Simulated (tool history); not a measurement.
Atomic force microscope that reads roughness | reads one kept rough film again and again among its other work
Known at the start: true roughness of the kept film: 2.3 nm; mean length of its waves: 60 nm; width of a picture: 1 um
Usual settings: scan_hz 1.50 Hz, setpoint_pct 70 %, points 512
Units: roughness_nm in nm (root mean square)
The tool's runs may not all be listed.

{"run": 1, "hour": 0.0, "scan_hz": 1.5, "setpoint_pct": 70, "points": 512, "roughness_nm": 2.203}
{"run": 2, "hour": 17.4, "scan_hz": 1.5, "setpoint_pct": 70, "points": 512, "roughness_nm": 2.189}
{"run": 3, "hour": 50.5, "scan_hz": 0.5, "setpoint_pct": 70, "points": 512, "roughness_nm": 2.246}
{"run": 4, "hour": 66.9, "scan_hz": 1.5, "setpoint_pct": 57, "points": 512, "roughness_nm": 2.226}
{"run": 5, "hour": 89.0, "scan_hz": 1.5, "setpoint_pct": 57, "points": 512, "roughness_nm": 2.225}
{"run": 6, "hour": 115.0, "scan_hz": 1.5, "setpoint_pct": 57, "points": 512, "roughness_nm": 2.243}
{"run": 7, "hour": 147.0, "scan_hz": 0.84, "setpoint_pct": 70, "points": 512, "roughness_nm": 2.232}
{"run": 8, "hour": 163.8, "scan_hz": 0.84, "setpoint_pct": 70, "points": 512, "roughness_nm": 2.232}
{"run": 9, "hour": 188.9, "scan_hz": 1.5, "setpoint_pct": 70, "points": 512, "roughness_nm": 2.191}
{"run": 10, "hour": 225.1, "scan_hz": 1.5, "setpoint_pct": 70, "points": 512, "roughness_nm": 2.205}
{"run": 11, "hour": 255.5, "scan_hz": 1.5, "setpoint_pct": 70, "points": 512, "roughness_nm": 2.192}
{"hour": 268.7, "done": "new tip fitted"}
{"run": 12, "hour": 282.4, "scan_hz": 1.5, "setpoint_pct": 70, "points": 512, "roughness_nm": 2.208}
{"run": 13, "hour": 310.6, "scan_hz": 1.5, "setpoint_pct": 70, "points": 512, "roughness_nm": 2.207}
{"run": 14, "hour": 330.8, "scan_hz": 1.42, "setpoint_pct": 59, "points": 404, "roughness_nm": 2.233}
{"run": 15, "hour": 366.3, "scan_hz": 1.42, "setpoint_pct": 59, "points": 490, "roughness_nm": 2.227}
{"run": 16, "hour": 382.5, "scan_hz": 3.32, "setpoint_pct": 86, "points": 396, "roughness_nm": 1.961}
{"run": 17, "hour": 398.4, "scan_hz": 3.32, "setpoint_pct": 86, "points": 396, "roughness_nm": 1.959}
{"run": 18, "hour": 422.0, "scan_hz": 1.68, "setpoint_pct": 86, "points": 694, "roughness_nm": 2.098}
{"run": 19, "hour": 453.2, "scan_hz": 1.68, "setpoint_pct": 68, "points": 477, "roughness_nm": 2.206}
{"run": 20, "hour": 470.8, "scan_hz": 2.32, "setpoint_pct": 62, "points": 491, "roughness_nm": 2.185}
{"run": 21, "hour": 488.4, "scan_hz": 1.5, "setpoint_pct": 63, "points": 454, "roughness_nm": 2.219}

Forecast each of these 5 alternatives for the next run:
{"run": "A", "hour": 509.1, "scan_hz": 1.5, "setpoint_pct": 64, "points": 299, "roughness_nm": "?"}
{"run": "B", "hour": 509.1, "scan_hz": 2.62, "setpoint_pct": 63, "points": 635, "roughness_nm": "?"}
{"run": "C", "hour": 509.1, "scan_hz": 1.5, "setpoint_pct": 63, "points": 418, "roughness_nm": "?"}
{"run": "D", "hour": 509.1, "scan_hz": 1.5, "setpoint_pct": 75, "points": 454, "roughness_nm": "?"}
{"run": "E", "hour": 509.1, "scan_hz": 1.5, "setpoint_pct": 70, "points": 879, "roughness_nm": "?"}

run=A roughness_nm=2.219
run=B roughness_nm=2.186
run=C roughness_nm=2.203
run=D roughness_nm=2.174
run=E roughness_nm=2.193
Without the tool's hidden state the same runs would have given:
run=A roughness_nm=2.220
run=B roughness_nm=2.188
run=C roughness_nm=2.204
run=D roughness_nm=2.176
run=E roughness_nm=2.195
